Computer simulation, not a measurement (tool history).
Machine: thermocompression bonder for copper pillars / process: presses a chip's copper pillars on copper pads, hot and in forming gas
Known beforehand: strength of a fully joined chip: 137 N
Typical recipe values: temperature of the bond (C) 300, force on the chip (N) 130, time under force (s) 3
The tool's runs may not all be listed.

run	hour	temperature of the bond (C)	force on the chip (N)	time under force (s)	force that shears a chip off (N)
1	0.0	300	130	3	80.5
# hour 34.4: forming gas filter changed
2	37.7	300	130	3	84.3
3	78.8	300	130	3	83.9
4	98.2	300	130	3	83.8
5	137.2	300	130	2	74.3
6	169.9	300	130	4	88.7
# hour 177.4: heater calibrated with a thermocouple chip
7	194.9	300	130	4	93.1
8	216.7	300	130	4	92.5
9	252.5	300	130	4	92.7
10	273.8	300	130	4	92.2
11	315.1	286	156	2	72.8
# hour 319.3: forming gas filter changed
12	343.7	306	96	4	87.3
13	366.1	290	96	7	90.8
14	392.2	303	83	8	95.8
15	416.8	315	110	2	80.5

Alternative continuations, all from the tool just after run 15; predict every row:
A	452.8	319	130	3	?
B	452.8	312	130	3	?
C	452.8	278	101	2	?

run	force that shears a chip off (N)
A	98.2
B	94.0
C	53.5
Without the tool's hidden state the same runs would have given:
run	force that shears a chip off (N)
A	104.4
B	100.2
C	58.1
